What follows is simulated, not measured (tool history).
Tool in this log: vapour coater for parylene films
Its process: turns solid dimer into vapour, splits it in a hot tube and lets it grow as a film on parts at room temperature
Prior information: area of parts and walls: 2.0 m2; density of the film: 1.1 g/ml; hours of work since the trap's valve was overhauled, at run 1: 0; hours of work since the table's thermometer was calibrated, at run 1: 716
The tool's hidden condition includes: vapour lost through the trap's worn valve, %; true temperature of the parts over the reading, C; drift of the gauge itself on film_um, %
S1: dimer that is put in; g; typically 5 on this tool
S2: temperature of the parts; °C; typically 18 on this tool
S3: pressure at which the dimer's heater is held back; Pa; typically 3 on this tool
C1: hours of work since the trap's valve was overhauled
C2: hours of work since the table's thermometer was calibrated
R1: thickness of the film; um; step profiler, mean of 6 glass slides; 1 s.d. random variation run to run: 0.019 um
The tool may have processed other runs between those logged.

{"run": 1, "hour": 0.0, "S1": 5, "S2": 18, "S3": 3, "C1": 0, "C2": 716, "R1": 1.28}
{"run": 2, "hour": 24.7, "S1": 5, "S2": 18, "S3": 3, "C1": 21, "C2": 737, "R1": 1.29}
{"run": 3, "hour": 57.6, "S1": 5, "S2": 28, "S3": 3, "C1": 49, "C2": 765, "R1": 1.06}
{"run": 4, "hour": 96.1, "S1": 5, "S2": 29, "S3": 3, "C1": 81, "C2": 798, "R1": 1.03}
{"run": 5, "hour": 141.8, "S1": 5, "S2": 18, "S3": 3, "C1": 120, "C2": 836, "R1": 1.17}
{"run": 6, "hour": 175.2, "S1": 5, "S2": 18, "S3": 3, "C1": 148, "C2": 865, "R1": 1.16}
{"run": 7, "hour": 209.6, "S1": 5, "S2": 18, "S3": 3, "C1": 177, "C2": 894, "R1": 1.17}
{"hour": 252.0, "done": "trap's valve overhauled"}
{"run": 8, "hour": 260.1, "S1": 5, "S2": 18, "S3": 3, "C1": 7, "C2": 933, "R1": 1.28}
{"run": 9, "hour": 299.7, "S1": 5, "S2": 18, "S3": 3, "C1": 40, "C2": 967, "R1": 1.26}
{"run": 10, "hour": 334.0, "S1": 5, "S2": 18, "S3": 3, "C1": 69, "C2": 996, "R1": 1.26}
{"run": 11, "hour": 377.2, "S1": 5, "S2": 18, "S3": 3, "C1": 106, "C2": 1032, "R1": 1.19}
{"run": 12, "hour": 417.2, "S1": 5, "S2": 18, "S3": 3, "C1": 140, "C2": 1066, "R1": 1.14}
{"run": 13, "hour": 453.5, "S1": 5, "S2": 10, "S3": 3, "C1": 171, "C2": 1097, "R1": 1.33}
{"run": 14, "hour": 473.8, "S1": 5, "S2": 10, "S3": 3, "C1": 188, "C2": 1114, "R1": 1.29}
{"run": 15, "hour": 496.7, "S1": 5, "S2": 10, "S3": 3, "C1": 207, "C2": 1133, "R1": 1.27}
{"hour": 503.8, "done": "trap's valve overhauled"}
{"hour": 504.8, "done": "table's thermometer calibrated"}
{"run": 16, "hour": 523.1, "S1": 5, "S2": 10, "S3": 3, "C1": 15, "C2": 15, "R1": 1.46}
{"run": 17, "hour": 542.9, "S1": 5, "S2": 10, "S3": 3, "C1": 32, "C2": 32, "R1": 1.42}
{"run": 18, "hour": 587.3, "S1": 5, "S2": 10, "S3": 3, "C1": 70, "C2": 70, "R1": 1.42}
{"run": 19, "hour": 608.7, "S1": 5, "S2": 10, "S3": 3, "C1": 88, "C2": 88, "R1": 1.39}
{"run": 20, "hour": 648.6, "S1": 2, "S2": 24, "S3": 5.7, "C1": 122, "C2": 122, "R1": 0.39}
{"run": 21, "hour": 671.3, "S1": 4, "S2": 21, "S3": 7.6, "C1": 141, "C2": 141, "R1": 0.79}
{"run": 22, "hour": 700.0, "S1": 3, "S2": 23, "S3": 7.6, "C1": 165, "C2": 165, "R1": 0.55}
{"hour": 713.4, "done": "table's thermometer calibrated, once more"}
{"run": 23, "hour": 732.2, "S1": 2, "S2": 26, "S3": 2.99, "C1": 192, "C2": 16, "R1": 0.41}
{"hour": 756.6, "done": "trap's valve overhauled"}
{"run": 24, "hour": 757.6, "S1": 7, "S2": 30, "S3": 7.69, "C1": 1, "C2": 34, "R1": 1.22}
{"run": 25, "hour": 778.7, "S1": 2, "S2": 17, "S3": 10.46, "C1": 19, "C2": 52, "R1": 0.38}
{"run": 26, "hour": 818.0, "S1": 2, "S2": 17, "S3": 10.46, "C1": 52, "C2": 85, "R1": 0.4}
{"run": 27, "hour": 844.3, "S1": 2, "S2": 17, "S3": 10.46, "C1": 74, "C2": 107, "R1": 0.41}
{"run": 28, "hour": 883.3, "S1": 2, "S2": 17, "S3": 10.46, "C1": 107, "C2": 140, "R1": 0.39}
{"run": 29, "hour": 907.9, "S1": 4, "S2": 11, "S3": 8.42, "C1": 128, "C2": 161, "R1": 0.87}
{"run": 30, "hour": 944.4, "S1": 4, "S2": 26, "S3": 10.84, "C1": 159, "C2": 192, "R1": 0.65}
{"run": 31, "hour": 972.1, "S1": 5, "S2": 11, "S3": 3, "C1": 182, "C2": 216, "R1": 1.3}
{"hour": 1007.4, "done": "trap's valve overhauled"}
{"run": 32, "hour": 1013.3, "S1": 3, "S2": 23, "S3": 3, "C1": 5, "C2": 247, "R1": 0.72}
{"run": 33, "hour": 1060.1, "S1": 3, "S2": 19, "S3": 3, "C1": 45, "C2": 287, "R1": 0.75}
{"run": 34, "hour": 1107.5, "S1": 5, "S2": 29, "S3": 3, "C1": 85, "C2": 327, "R1": 1.01}
{"run": 35, "hour": 1151.8, "S1": 4, "S2": 18, "S3": 3, "C1": 122, "C2": 364, "R1": 0.95}
{"run": 36, "hour": 1179.6, "S1": 4, "S2": 18, "S3": 3, "C1": 146, "C2": 388, "R1": 0.93}

5 ways to go on from here, each from the tool as it stands after run 36. What would each give?
{"run": "A", "hour": 1205.6, "S1": 4, "S2": 18, "S3": 3, "C1": 168, "C2": 410, "R1": "?"}
{"run": "B", "hour": 1205.6, "S1": 5, "S2": 18, "S3": 3.41, "C1": 168, "C2": 410, "R1": "?"}
{"run": "C", "hour": 1205.6, "S1": 2, "S2": 14, "S3": 3, "C1": 168, "C2": 410, "R1": "?"}
{"run": "D", "hour": 1205.6, "S1": 4, "S2": 14, "S3": 3, "C1": 168, "C2": 410, "R1": "?"}
{"run": "E", "hour": 1205.6, "S1": 5, "S2": 18, "S3": 3, "C1": 168, "C2": 410, "R1": "?"}

run=A R1=0.95
run=B R1=1.13
run=C R1=0.49
run=D R1=0.99
run=E R1=1.16
Take away the tool's hidden state, keep each run's random variation, and the runs would have read:
run=A R1=1.06
run=B R1=1.26
run=C R1=0.55
run=D R1=1.11
run=E R1=1.3

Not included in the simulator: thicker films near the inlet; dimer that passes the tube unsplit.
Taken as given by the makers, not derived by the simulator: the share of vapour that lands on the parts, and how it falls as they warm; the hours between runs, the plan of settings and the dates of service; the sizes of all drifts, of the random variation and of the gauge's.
